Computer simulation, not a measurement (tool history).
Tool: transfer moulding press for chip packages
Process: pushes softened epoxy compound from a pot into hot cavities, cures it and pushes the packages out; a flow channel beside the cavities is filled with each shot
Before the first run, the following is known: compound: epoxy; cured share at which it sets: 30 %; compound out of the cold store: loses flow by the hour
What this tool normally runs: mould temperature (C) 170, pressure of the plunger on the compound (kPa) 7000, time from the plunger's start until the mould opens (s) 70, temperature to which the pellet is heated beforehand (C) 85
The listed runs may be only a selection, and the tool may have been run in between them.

run     day  mould temperature (C)  pressure of the plunger on the compound (kPa)  time from the plunger's start until the mould opens (s)  temperature to which the pellet is heated beforehand (C)  incoming compound's hours out of the cold store  length that the compound runs in the flow channel (mm)  greatest force on the pins that push the packages out (N)
  1   0.000                    170                                           7000                                                       70                                                        85                                             12.6                                                     701                                                        978
  2   0.612                    170                                           7000                                                       70                                                        85                                             12.5                                                     699                                                       1056
      1.096  -- cavities cleaned with cleaning compound and waxed
  3   1.412                    170                                           7000                                                       70                                                        85                                             44.3                                                     580                                                        703
  4   2.221                    170                                           7000                                                       79                                                        85                                             10.7                                                     688                                                        797
  5   2.717                    170                                           7000                                                       70                                                        85                                             16.8                                                     665                                                       1096
      2.942  -- cavities cleaned with cleaning compound and waxed
  6   3.683                    170                                           7000                                                       70                                                        85                                             47.1                                                     559                                                        813
  7   4.517                    170                                           7000                                                       70                                                        85                                             12.2                                                     675                                                       1070
      4.808  -- cavities cleaned with cleaning compound and waxed
      5.208  -- plunger's sealing rings changed
  8   5.229                    170                                           7000                                                       70                                                        85                                             18.5                                                     742                                                        745
  9   5.767                    170                                           7000                                                       70                                                        85                                             26.2                                                     701                                                        891
 10   6.525                    170                                           7000                                                       65                                                        85                                             23.6                                                     717                                                       1241
      6.788  -- cavities cleaned with cleaning compound and waxed
 11   7.417                    170                                           7000                                                       75                                                        85                                             43.1                                                     650                                                        685
 12   8.271                    170                                           7000                                                       75                                                        85                                             22.1                                                     715                                                        844
      8.633  -- cavities cleaned with cleaning compound and waxed
 13   8.746                    170                                           7000                                                       75                                                        85                                             16.8                                                     728                                                        548
 14   9.546                    170                                           7000                                                       75                                                        85                                             43.5                                                     621                                                        744
     10.475  -- cavities cleaned with cleaning compound and waxed
 15  10.588                    173                                           7620                                                       52                                                        85                                             47.8                                                     633                                                       1069
 16  11.021                    173                                           7620                                                       59                                                        83                                             28.6                                                     698                                                       1045
 17  11.833                    174                                           5880                                                       79                                                        76                                             37.2                                                     572                                                        657
     12.338  -- cavities cleaned with cleaning compound and waxed
 18  12.842                    174                                           5880                                                       79                                                        76                                             43.9                                                     558                                                        532
 19  13.404                    174                                           5880                                                       79                                                        76                                             29.9                                                     596                                                        621
 20  14.075                    174                                           6200                                                       79                                                        76                                             35.3                                                     590                                                        698
     14.179  -- cavities cleaned with cleaning compound and waxed
 21  15.088                    170                                           7000                                                       66                                                        79                                             14.5                                                     700                                                       1121
 22  15.683                    170                                           7000                                                       66                                                        79                                             20.7                                                     669                                                       1160
     16.017  -- cavities cleaned with cleaning compound and waxed
 23  16.154                    166                                           6150                                                      106                                                        85                                             17.3                                                     645                                                        437
 24  16.562                    166                                           8270                                                      106                                                        85                                             34.8                                                     684                                                        555

What does the tool deliver on the next run?
 25  17.054                    166                                           8270                                                      106                                                        85                                             46.8                                                       ?                                                          ?

{"run 25": {"length that the compound runs in the flow channel (mm)": 648, "greatest force on the pins that push the packages out (N)": 617}}
Take away the tool's hidden state, keep the run-to-run variation as it was, and the same run would have given length that the compound runs in the flow channel (mm) 716, greatest force on the pins that push the packages out (N) 386.

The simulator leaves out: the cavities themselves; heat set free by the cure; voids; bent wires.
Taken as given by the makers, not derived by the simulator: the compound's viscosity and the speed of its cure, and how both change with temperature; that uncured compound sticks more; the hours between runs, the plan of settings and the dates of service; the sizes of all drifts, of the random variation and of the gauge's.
